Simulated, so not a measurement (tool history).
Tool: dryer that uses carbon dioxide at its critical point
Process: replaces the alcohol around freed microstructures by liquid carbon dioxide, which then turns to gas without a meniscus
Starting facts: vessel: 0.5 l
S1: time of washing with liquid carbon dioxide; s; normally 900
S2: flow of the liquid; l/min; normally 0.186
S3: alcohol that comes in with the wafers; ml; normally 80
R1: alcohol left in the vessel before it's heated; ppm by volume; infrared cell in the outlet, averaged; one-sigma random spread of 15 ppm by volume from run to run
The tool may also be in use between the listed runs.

{"run": 1, "day": 0.0, "S1": 900, "S2": 0.186, "S3": 80, "R1": 1488}
{"run": 2, "day": 0.421, "S1": 900, "S2": 0.186, "S3": 80, "R1": 1464}
{"run": 3, "day": 0.883, "S1": 900, "S2": 0.16, "S3": 80, "R1": 3029}
{"run": 4, "day": 1.354, "S1": 900, "S2": 0.186, "S3": 80, "R1": 1516}
{"run": 5, "day": 1.762, "S1": 900, "S2": 0.117, "S3": 80, "R1": 9136}
{"run": 6, "day": 2.242, "S1": 900, "S2": 0.117, "S3": 80, "R1": 9269}
{"run": 7, "day": 2.525, "S1": 540, "S2": 0.186, "S3": 80, "R1": 9561}
{"run": 8, "day": 2.979, "S1": 600, "S2": 0.186, "S3": 80, "R1": 7212}
{"run": 9, "day": 3.362, "S1": 600, "S2": 0.186, "S3": 80, "R1": 7177}
{"run": 10, "day": 3.617, "S1": 600, "S2": 0.186, "S3": 80, "R1": 7132}
{"run": 11, "day": 4.146, "S1": 600, "S2": 0.186, "S3": 80, "R1": 7072}
{"run": 12, "day": 4.554, "S1": 600, "S2": 0.186, "S3": 80, "R1": 7288}
{"run": 13, "day": 4.862, "S1": 900, "S2": 0.186, "S3": 80, "R1": 1567}
{"run": 14, "day": 5.317, "S1": 600, "S2": 0.186, "S3": 80, "R1": 7359}
{"run": 15, "day": 5.604, "S1": 900, "S2": 0.277, "S3": 30, "R1": 108}
{"run": 16, "day": 5.979, "S1": 1080, "S2": 0.113, "S3": 22, "R1": 1715}
{"run": 17, "day": 6.271, "S1": 600, "S2": 0.212, "S3": 49, "R1": 2894}

What will run 18 give?
{"run": 18, "day": 6.638, "S1": 600, "S2": 0.212, "S3": 49, "R1": "?"}

Run 18 came out at R1 2891 ppm by volume.
Minus the tool's unlogged condition, the same run would have read R1 1872 ppm by volume.

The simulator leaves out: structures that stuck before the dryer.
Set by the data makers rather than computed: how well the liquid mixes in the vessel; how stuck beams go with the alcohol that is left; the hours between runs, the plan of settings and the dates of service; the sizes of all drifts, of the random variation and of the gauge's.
